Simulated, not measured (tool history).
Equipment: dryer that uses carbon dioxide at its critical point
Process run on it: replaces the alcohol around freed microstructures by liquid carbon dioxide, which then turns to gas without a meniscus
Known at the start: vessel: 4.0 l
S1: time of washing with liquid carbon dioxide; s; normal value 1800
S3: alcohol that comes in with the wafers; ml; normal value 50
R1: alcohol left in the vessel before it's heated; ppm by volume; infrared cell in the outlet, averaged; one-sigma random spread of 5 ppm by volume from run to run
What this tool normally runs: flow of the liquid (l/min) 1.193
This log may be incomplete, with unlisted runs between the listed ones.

run 1 hour=0.0 | S1=1800 flow_of_the_liquid_(l/min)=1.193 S3=50 | R1=76
run 2 hour=37.4 | S1=1800 flow_of_the_liquid_(l/min)=1.193 S3=50 | R1=84
run 3 hour=58.4 | S1=1800 flow_of_the_liquid_(l/min)=1.193 S3=50 | R1=84
run 4 hour=90.8 | S1=1800 flow_of_the_liquid_(l/min)=1.050 S3=50 | R1=95
run 5 hour=110.5 | S1=1800 flow_of_the_liquid_(l/min)=1.050 S3=27 | R1=94
run 6 hour=143.4 | S1=1800 flow_of_the_liquid_(l/min)=1.050 S3=27 | R1=94
run 7 hour=182.2 | S1=1800 flow_of_the_liquid_(l/min)=1.050 S3=27 | R1=99
run 8 hour=200.1 | S1=1800 flow_of_the_liquid_(l/min)=1.050 S3=27 | R1=97
run 9 hour=221.9 | S1=1800 flow_of_the_liquid_(l/min)=1.050 S3=27 | R1=92
run 10 hour=238.5 | S1=1800 flow_of_the_liquid_(l/min)=1.050 S3=27 | R1=98
run 11 hour=269.1 | S1=1800 flow_of_the_liquid_(l/min)=1.050 S3=27 | R1=104
run 12 hour=291.5 | S1=1800 flow_of_the_liquid_(l/min)=1.193 S3=54 | R1=95
run 13 hour=312.3 | S1=1800 flow_of_the_liquid_(l/min)=1.193 S3=54 | R1=92
run 14 hour=346.7 | S1=1800 flow_of_the_liquid_(l/min)=1.193 S3=27 | R1=87
run 15 hour=374.3 | S1=1800 flow_of_the_liquid_(l/min)=1.193 S3=27 | R1=102
run 16 hour=397.0 | S1=1800 flow_of_the_liquid_(l/min)=1.193 S3=27 | R1=103
run 17 hour=426.4 | S1=1800 flow_of_the_liquid_(l/min)=1.193 S3=27 | R1=104
run 18 hour=458.5 | S1=2040 flow_of_the_liquid_(l/min)=1.300 S3=40 | R1=100
run 19 hour=476.3 | S1=1800 flow_of_the_liquid_(l/min)=1.030 S3=50 | R1=132
run 20 hour=513.1 | S1=1800 flow_of_the_liquid_(l/min)=1.030 S3=50 | R1=128
run 21 hour=539.7 | S1=2580 flow_of_the_liquid_(l/min)=1.193 S3=40 | R1=106
run 22 hour=556.2 | S1=2580 flow_of_the_liquid_(l/min)=1.193 S3=40 | R1=105
run 23 hour=593.6 | S1=1740 flow_of_the_liquid_(l/min)=1.620 S3=50 | R1=120
run 24 hour=614.4 | S1=1800 flow_of_the_liquid_(l/min)=1.193 S3=22 | R1=121
run 25 hour=648.9 | S1=1140 flow_of_the_liquid_(l/min)=0.950 S3=43 | R1=386
run 26 hour=666.9 | S1=2220 flow_of_the_liquid_(l/min)=1.620 S3=108 | R1=112

Here are 3 independent what-if runs from the current tool condition. What would each one return?
run A hour=685.5 | S1=1740 flow_of_the_liquid_(l/min)=1.150 S3=50 | R1=?
run B hour=685.5 | S1=2220 flow_of_the_liquid_(l/min)=1.430 S3=21 | R1=?
run C hour=685.5 | S1=1320 flow_of_the_liquid_(l/min)=1.193 S3=54 | R1=?

run=A R1=128
run=B R1=123
run=C R1=173
What these runs would have given with no unlogged condition in the tool:
run=A R1=14
run=B R1=12
run=C R1=33
